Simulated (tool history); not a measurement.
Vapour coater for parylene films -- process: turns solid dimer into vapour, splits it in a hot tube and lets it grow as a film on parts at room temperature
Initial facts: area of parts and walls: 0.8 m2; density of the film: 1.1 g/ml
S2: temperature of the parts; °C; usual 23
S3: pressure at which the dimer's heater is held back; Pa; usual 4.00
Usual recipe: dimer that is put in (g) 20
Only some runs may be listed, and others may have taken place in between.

{"run": 1, "hour": 0.0, "dimer that is put in (g)": 20, "S2": 23, "S3": 4.0, "thickness of the film (um)": 13.25}
{"run": 2, "hour": 55.7, "dimer that is put in (g)": 20, "S2": 23, "S3": 4.0, "thickness of the film (um)": 13.24}
{"run": 3, "hour": 85.2, "dimer that is put in (g)": 20, "S2": 23, "S3": 4.0, "thickness of the film (um)": 12.84}
{"run": 4, "hour": 111.7, "dimer that is put in (g)": 20, "S2": 23, "S3": 4.0, "thickness of the film (um)": 12.99}
{"run": 5, "hour": 164.8, "dimer that is put in (g)": 20, "S2": 23, "S3": 4.0, "thickness of the film (um)": 13.09}
{"hour": 171.4, "done": "trap's valve overhauled"}
{"run": 6, "hour": 198.5, "dimer that is put in (g)": 20, "S2": 23, "S3": 4.0, "thickness of the film (um)": 12.4}
{"run": 7, "hour": 226.4, "dimer that is put in (g)": 20, "S2": 23, "S3": 4.0, "thickness of the film (um)": 12.31}
{"run": 8, "hour": 261.4, "dimer that is put in (g)": 20, "S2": 23, "S3": 4.0, "thickness of the film (um)": 12.04}
{"run": 9, "hour": 297.0, "dimer that is put in (g)": 27, "S2": 26, "S3": 4.0, "thickness of the film (um)": 15.31}
{"run": 10, "hour": 351.8, "dimer that is put in (g)": 9, "S2": 24, "S3": 4.0, "thickness of the film (um)": 5.26}
{"run": 11, "hour": 379.0, "dimer that is put in (g)": 9, "S2": 24, "S3": 4.0, "thickness of the film (um)": 5.25}
{"run": 12, "hour": 421.4, "dimer that is put in (g)": 27, "S2": 17, "S3": 7.18, "thickness of the film (um)": 17.36}
{"hour": 450.8, "done": "trap's valve overhauled, once more"}
{"run": 13, "hour": 474.0, "dimer that is put in (g)": 23, "S2": 24, "S3": 4.34, "thickness of the film (um)": 15.65}
{"run": 14, "hour": 498.9, "dimer that is put in (g)": 20, "S2": 33, "S3": 4.0, "thickness of the film (um)": 11.24}
{"run": 15, "hour": 531.3, "dimer that is put in (g)": 20, "S2": 33, "S3": 4.0, "thickness of the film (um)": 10.94}
{"run": 16, "hour": 560.3, "dimer that is put in (g)": 29, "S2": 22, "S3": 2.17, "thickness of the film (um)": 22.26}

Hidden state or all else? Some run-to-run changes of thickness of the film (um), split into what the settings, what came in and random variation would give without the hidden state, and what is left for the hidden state (with any gauge scatter that isn't in both results):
Hidden conditions of the tool in this case: vapour lost through the trap's worn valve, %; true temperature of the parts over the reading, C; drift of the gauge itself on film_um, %.
Run 11 -> 12: dimer that is put in (g) 9 -> 27, S2 24 -> 17, S3 4.00 -> 7.18. thickness of the film (um) +12.11: hidden state -2.67, all else +14.78.
Run 12 -> 13: dimer that is put in (g) 27 -> 23, S2 17 -> 24, S3 7.18 -> 4.34, trap's valve overhauled, once more. thickness of the film (um) -1.71: hidden state +3.55, all else -5.26.
